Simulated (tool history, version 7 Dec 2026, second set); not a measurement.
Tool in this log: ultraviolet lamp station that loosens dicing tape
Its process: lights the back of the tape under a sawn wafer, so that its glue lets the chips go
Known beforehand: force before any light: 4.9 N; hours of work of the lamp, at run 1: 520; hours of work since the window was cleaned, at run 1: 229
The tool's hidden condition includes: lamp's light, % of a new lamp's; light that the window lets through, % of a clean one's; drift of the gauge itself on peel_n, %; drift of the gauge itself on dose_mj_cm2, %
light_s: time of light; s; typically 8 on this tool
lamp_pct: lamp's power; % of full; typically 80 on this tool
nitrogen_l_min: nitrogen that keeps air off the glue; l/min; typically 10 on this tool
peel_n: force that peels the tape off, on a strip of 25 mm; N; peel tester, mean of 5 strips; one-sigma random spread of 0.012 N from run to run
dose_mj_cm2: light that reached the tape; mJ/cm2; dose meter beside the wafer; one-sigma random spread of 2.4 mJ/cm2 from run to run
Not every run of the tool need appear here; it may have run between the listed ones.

run,hour,light_s,lamp_pct,nitrogen_l_min,hours of work of the lamp,hours of work since the window was cleaned,peel_n,dose_mj_cm2
1,0.0,8,80,10,520,229,1.056,181
2,29.4,8,80,10,543,252,1.054,174
3,64.3,8,80,10,570,280,1.100,166
# hour 108.2: window cleaned of glue's vapour
4,113.8,8,80,10,609,4,0.961,188
5,147.1,8,80,10,635,31,1.002,181
6,172.9,8,80,10,656,51,1.058,181
7,227.0,8,80,14,699,94,0.963,165
# hour 242.3: lamp changed
8,252.6,8,80,14,8,113,0.482,268
9,284.6,8,80,14,33,139,0.513,260
10,322.2,8,67,10,63,169,0.796,209
11,360.7,8,67,10,94,199,0.831,205
12,409.5,8,67,10,132,238,0.899,197
13,458.6,8,67,10,171,276,0.915,192
14,484.8,8,67,10,192,297,0.972,184
# hour 507.6: window cleaned of glue's vapour
15,541.0,5,67,10,236,26,1.541,125
16,580.7,5,67,10,267,58,1.600,121
17,626.4,8,80,10,303,94,0.752,223
18,678.9,8,80,10,345,135,0.769,210
19,720.5,8,80,10,378,168,0.811,210
20,775.5,8,80,10,421,212,0.881,197
21,828.8,8,80,10,463,254,0.937,192
22,887.2,8,80,10,510,300,1.021,178
# hour 910.2: window cleaned of glue's vapour
23,941.3,10,67,15,552,25,0.697,206
24,999.6,16,99,4,598,71,0.390,453
25,1039.0,6,99,5,629,102,1.536,166
26,1076.6,4,70,12,659,132,2.329,73
27,1113.6,10,70,11,688,161,0.949,183
# hour 1139.8: lamp changed
28,1160.4,9,67,7,16,197,0.812,241
29,1192.9,6,86,15,42,223,0.727,204
30,1241.1,6,75,11,80,261,1.063,169
31,1276.3,5,80,10,108,289,1.335,146
# hour 1309.1: window cleaned of glue's vapour
32,1309.1,5,80,10,134,0,1.191,159
33,1358.1,8,92,5,172,39,0.754,285
34,1388.8,11,82,12,197,63,0.362,337
35,1428.6,13,63,16,228,94,0.386,301
36,1454.8,6,72,6,249,115,1.475,153
37,1497.8,6,84,19,283,149,0.794,177
38,1530.3,6,84,19,308,175,0.808,173
39,1554.6,14,84,6,328,194,0.397,392
40,1585.8,7,73,7,352,219,1.316,172
41,1628.2,7,73,7,386,252,1.429,160
42,1676.6,8,80,10,424,291,0.954,192
# hour 1708.8: window cleaned of glue's vapour
43,1728.2,9,70,9,465,15,0.876,209
44,1755.7,15,62,4,486,37,0.798,298

Alternative continuations, all from the tool just after run 44; predict every row:
A,1811.0,14,75,11,530,81,?,?
B,1811.0,5,96,4,530,81,?,?
C,1811.0,8,80,15,530,81,?,?

run,peel_n,dose_mj_cm2
A,0.395,321
B,1.889,145
C,0.773,197
With the hidden condition removed and each run's random variation left untouched, the same runs would have given:
run,peel_n,dose_mj_cm2
A,0.263,462
B,1.283,209
C,0.442,282

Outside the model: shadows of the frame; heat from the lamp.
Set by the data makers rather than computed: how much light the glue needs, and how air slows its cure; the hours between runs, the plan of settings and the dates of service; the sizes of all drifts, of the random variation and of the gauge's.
